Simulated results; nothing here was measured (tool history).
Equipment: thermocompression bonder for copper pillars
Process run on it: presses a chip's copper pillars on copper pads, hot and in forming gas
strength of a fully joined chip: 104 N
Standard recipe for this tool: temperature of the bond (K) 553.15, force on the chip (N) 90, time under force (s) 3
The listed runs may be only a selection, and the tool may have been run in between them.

run,day,temperature of the bond (K),force on the chip (N),time under force (s),force that shears a chip off (N)
1,0,553.15,90,3,58.3
2,0.267,553.15,90,3,58.3
3,0.538,553.15,90,3,60.6
4,0.729,553.15,80,3,54.8
5,1.117,553.15,80,3,54.5
6,1.392,553.15,80,3,54
7,1.775,553.15,126,3,72.8
8,1.967,553.15,126,3,72.1
9,2.346,553.15,126,3,72.1
10,2.704,553.15,126,3,75.6
11,3.096,553.15,86,3,59.8
12,3.396,553.15,86,3,60
13,3.746,553.15,86,3,59.5
14,4.021,553.15,90,3,62.7
15,4.496,553.15,90,3,59.6
16,4.742,550.15,60,3,42.1
17,4.967,527.15,135,6,75.9
18,5.333,527.15,135,6,75.4
19,5.646,553.15,90,3,61.3
20,5.933,553.15,76,8,78.5
21,6.254,553.15,131,8,95.2
22,6.442,553.15,131,8,93.5
23,6.679,553.15,131,8,93.9
24,7.088,577.15,90,3,76.8
25,7.4,548.15,59,3,46.4
26,7.729,548.15,59,5,54.3
27,8.121,553.15,57,3,46.6
28,8.504,569.15,93,3,72.9
29,8.7,579.15,93,4,84.1
30,9.117,579.15,93,4,84.7

Taken out of this log: 3 entries between the listed runs. Where each belongs, and how the hidden state differs across it:
Logged between run 9 and run 10: forming gas filter changed (day 2.554)
  oxide that the forming gas leaves, % of the face: 4.76 -> 0.58
  measured less the result without the state, force that shears a chip off (N): -6.9 -> -3.8
Logged between run 14 and run 15: heater calibrated with a thermocouple chip (day 4.133)
  true temperature of the bond over the reading, C: -6.9 -> -9.1; force that reaches the chip, % of what is set: 99 -> 98.9; oxide that the forming gas leaves, % of the face: 0.73 -> 0.78
  measured less the result without the state, force that shears a chip off (N): -4.3 -> -5.3
Logged between run 19 and run 20: heater calibrated with a thermocouple chip, once more (day 5.904)
  true temperature of the bond over the reading, C: -9.2 -> -0.2; oxide that the forming gas leaves, % of the face: 0.91 -> 0.93
  measured less the result without the state, force that shears a chip off (N): -5.6 -> -0.8
